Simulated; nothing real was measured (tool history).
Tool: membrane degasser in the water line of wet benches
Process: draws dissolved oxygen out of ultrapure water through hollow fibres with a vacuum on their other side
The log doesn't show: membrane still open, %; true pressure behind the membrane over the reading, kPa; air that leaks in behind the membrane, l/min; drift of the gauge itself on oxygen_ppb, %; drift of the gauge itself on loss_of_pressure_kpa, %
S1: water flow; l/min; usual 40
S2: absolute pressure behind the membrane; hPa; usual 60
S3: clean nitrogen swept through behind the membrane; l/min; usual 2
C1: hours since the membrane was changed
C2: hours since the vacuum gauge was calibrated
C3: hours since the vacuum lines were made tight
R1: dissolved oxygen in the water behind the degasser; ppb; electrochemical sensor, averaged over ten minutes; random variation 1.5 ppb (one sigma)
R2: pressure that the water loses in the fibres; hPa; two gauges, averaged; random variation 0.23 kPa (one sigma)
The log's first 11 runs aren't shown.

| run | hour | S1 | S2 | S3 | C1 | C2 | C3 | R1 | R2 |
|---|---|---|---|---|---|---|---|---|---|
| 12 | 1780.6 | 26 | 60 | 2 | 10252 | 511 | 401 | 90.5 | 367.9 |
| 13 | 1911.4 | 40 | 60 | 0.93 | 10383 | 642 | 531 | 257 | 568.7 |
| 14 | 2113.5 | 40 | 60 | 0.93 | 10585 | 844 | 734 | 258.5 | 568 |
| 15 | 2329.2 | 40 | 84.1 | 2 | 10801 | 1060 | 949 | 249.2 | 568.6 |
| 16 | 2502.6 | 40 | 84.1 | 2 | 10974 | 1233 | 1123 | 252.3 | 563.3 |
| 17 | 2631.6 | 42 | 55.8 | 2 | 11103 | 1362 | 1252 | 138.1 | 593.3 |
| 18 | 2828.6 | 42 | 55.8 | 2 | 11300 | 1559 | 1449 | 139.5 | 591.9 |
| 19 | 2934.6 | 42 | 55.8 | 2 | 11406 | 1665 | 1555 | 138.9 | 600.2 |
| 20 | 3117.8 | 40 | 82.4 | 2 | 11589 | 1849 | 1738 | 240.2 | 566.1 |
| 21 | 3250.7 | 25 | 73.9 | 2.6 | 11722 | 1981 | 1871 | 99.5 | 352.9 |
| 22 | 3436 | 38 | 73.9 | 4.21 | 11907 | 2167 | 2056 | 109.5 | 539.9 |
| 23 | 3615.1 | 38 | 73.9 | 4.21 | 12087 | 2346 | 2235 | 110.7 | 539.4 |
| 24 | 3834.5 | 61 | 70.9 | 2 | 12306 | 2565 | 2455 | 327.2 | 862.3 |
| 25 | 4050.6 | 28 | 106.8 | 3.65 | 12522 | 2781 | 2671 | 143.5 | 396.8 |
| 26 | 4176.5 | 34 | 143.9 | 0.92 | 12648 | 2907 | 2797 | 784.8 | 478 |
| 27 | 4269.5 | 34 | 143.9 | 0.92 | 12741 | 3000 | 2890 | 789.8 | 484.5 |
| 28 | 4436.9 | 47 | 109.6 | 2.55 | 12908 | 3168 | 3057 | 351.4 | 662.9 |
| 29 | 4648.1 | 47 | 109.6 | 2.55 | 13120 | 3379 | 3268 | 348.9 | 667 |
| 30 | 4775.9 | 32 | 90.9 | 2 | 13247 | 3507 | 3396 | 220.6 | 457.8 |
| 31 | 4890.5 | 49 | 39.9 | 1.84 | 13362 | 3621 | 3511 | 93 | 694.5 |

Forecast each of these 3 alternatives for the next run:
|  | 5018.1 | vacuum gauge calibrated |
| A | 5018.1 | 29 | 60 | 1.06 | 13489 | 0 | 3638 | ? | ? |
|  | 5018.1 | vacuum gauge calibrated |
| B | 5018.1 | 40 | 60 | 4.95 | 13489 | 0 | 3638 | ? | ? |
|  | 5018.1 | vacuum gauge calibrated |
| C | 5018.1 | 49 | 99.8 | 1.84 | 13489 | 0 | 3638 | ? | ? |

| run | R1 | R2 |
|---|---|---|
| A | 169.1 | 411 |
| B | 80.1 | 566.6 |
| C | 421 | 695.6 |
Without the tool's hidden state the same runs would have given:
| run | R1 | R2 |
|---|---|---|
| A | 169 | 410.5 |
| B | 79.9 | 565.9 |
| C | 420.7 | 694.8 |
